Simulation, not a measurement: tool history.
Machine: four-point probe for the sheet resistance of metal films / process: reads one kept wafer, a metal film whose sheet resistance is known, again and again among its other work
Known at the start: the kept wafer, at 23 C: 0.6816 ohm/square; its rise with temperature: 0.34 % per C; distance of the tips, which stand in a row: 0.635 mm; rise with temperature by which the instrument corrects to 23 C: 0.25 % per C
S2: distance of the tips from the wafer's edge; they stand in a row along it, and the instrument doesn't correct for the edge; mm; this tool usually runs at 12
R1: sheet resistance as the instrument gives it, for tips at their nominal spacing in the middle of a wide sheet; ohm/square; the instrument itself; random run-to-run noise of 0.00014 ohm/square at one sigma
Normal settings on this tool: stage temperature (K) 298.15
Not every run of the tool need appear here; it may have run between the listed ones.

Run 1, hour 0.0: usual settings. Result: R1 0.683761 ohm/square.
Run 2, hour 60.4: usual settings. Result: R1 0.684080 ohm/square.
Run 3, hour 103.7: usual settings but stage temperature (K) 304.15. Result: R1 0.687403 ohm/square.
Run 4, hour 154.6: usual settings. Result: R1 0.684048 ohm/square.
Run 5, hour 196.3: usual settings but stage temperature (K) 306.15. Result: R1 0.688418 ohm/square.
Run 6, hour 237.4: usual settings but stage temperature (K) 306.15. Result: R1 0.688307 ohm/square.
Run 7, hour 296.2: usual settings but stage temperature (K) 306.15. Result: R1 0.688625 ohm/square.
Run 8, hour 350.9: usual settings but stage temperature (K) 306.15. Result: R1 0.688459 ohm/square.
Run 9, hour 409.8: usual settings. Result: R1 0.683901 ohm/square.
Run 10, hour 471.6: usual settings but stage temperature (K) 296.15. Result: R1 0.682435 ohm/square.
Run 11, hour 509.6: usual settings but stage temperature (K) 296.15. Result: R1 0.682543 ohm/square.
Run 12, hour 551.9: usual settings but stage temperature (K) 296.15. Result: R1 0.682841 ohm/square.
Run 13, hour 605.2: usual settings. Result: R1 0.683800 ohm/square.
Run 14, hour 641.6: usual settings. Result: R1 0.683843 ohm/square.
Run 15, hour 667.9: usual settings but S2 62 mm. Result: R1 0.682939 ohm/square.
Run 16, hour 727.2: usual settings. Result: R1 0.683920 ohm/square.
Run 17, hour 757.2: usual settings but S2 9 mm. Result: R1 0.684768 ohm/square.
Run 18, hour 818.5: usual settings but stage temperature (K) 296.15. Result: R1 0.682562 ohm/square.
Run 19, hour 872.5: usual settings but stage temperature (K) 296.15. Result: R1 0.682643 ohm/square.
Run 20, hour 916.2: usual settings but stage temperature (K) 296.15. Result: R1 0.682640 ohm/square.
Run 21, hour 951.3: usual settings but stage temperature (K) 296.15. Result: R1 0.682601 ohm/square.
Run 22, hour 989.3: usual settings but stage temperature (K) 292.15. Result: R1 0.680434 ohm/square.
Run 23, hour 1028.0: usual settings but stage temperature (K) 292.15. Result: R1 0.680568 ohm/square.
Run 24, hour 1065.1: usual settings but stage temperature (K) 292.15. Result: R1 0.680252 ohm/square.
Run 25, hour 1105.6: usual settings but stage temperature (K) 292.15. Result: R1 0.680478 ohm/square.
Run 26, hour 1147.5: usual settings but stage temperature (K) 292.15. Result: R1 0.680536 ohm/square.
Run 27, hour 1176.2: usual settings but stage temperature (K) 292.15. Result: R1 0.680411 ohm/square.
Run 28, hour 1232.7: usual settings but stage temperature (K) 292.15. Result: R1 0.680394 ohm/square.
At hour 1237.8: stage's thermometer calibrated.
Run 29, hour 1258.6: usual settings but stage temperature (K) 295.15, S2 6 mm. Result: R1 0.685226 ohm/square.
Run 30, hour 1293.5: usual settings but stage temperature (K) 295.15, S2 6 mm. Result: R1 0.685217 ohm/square.
Run 31, hour 1319.6: usual settings but stage temperature (K) 295.15, S2 6 mm. Result: R1 0.685246 ohm/square.
Run 32, hour 1373.9: usual settings but stage temperature (K) 291.15, S2 26 mm. Result: R1 0.678902 ohm/square.
Run 33, hour 1409.6: usual settings but stage temperature (K) 291.15, S2 26 mm. Result: R1 0.678777 ohm/square.
Run 34, hour 1453.3: usual settings but stage temperature (K) 291.15, S2 26 mm. Result: R1 0.678990 ohm/square.
Run 35, hour 1484.4: usual settings but stage temperature (K) 302.15, S2 70 mm. Result: R1 0.685369 ohm/square.
Run 36, hour 1531.6: usual settings but stage temperature (K) 302.15, S2 70 mm. Result: R1 0.685195 ohm/square.
Run 37, hour 1563.6: usual settings but stage temperature (K) 291.15, S2 44 mm. Result: R1 0.678641 ohm/square.
Run 38, hour 1595.5: usual settings but S2 4 mm. Result: R1 0.691990 ohm/square.

4 options for the next run, each taken on its own from the tool as it stands now. Forecast them:
Run A, hour 1655.2: usual settings but stage temperature (K) 292.15, S2 4 mm. Result: R1 ?.
Run B, hour 1655.2: usual settings but stage temperature (K) 297.15, S2 4 mm. Result: R1 ?.
Run C, hour 1655.2: usual settings but stage temperature (K) 305.15, S2 5 mm. Result: R1 ?.
Run D, hour 1655.2: usual settings but stage temperature (K) 296.15, S2 32 mm. Result: R1 ?.

run        R1
  A  0.688152
  B  0.691452
  C  0.692673
  D  0.681654
Take away the tool's hidden state, keep each run's random variation, and the runs would have read:
run        R1
  A  0.688096
  B  0.691396
  C  0.692617
  D  0.681598
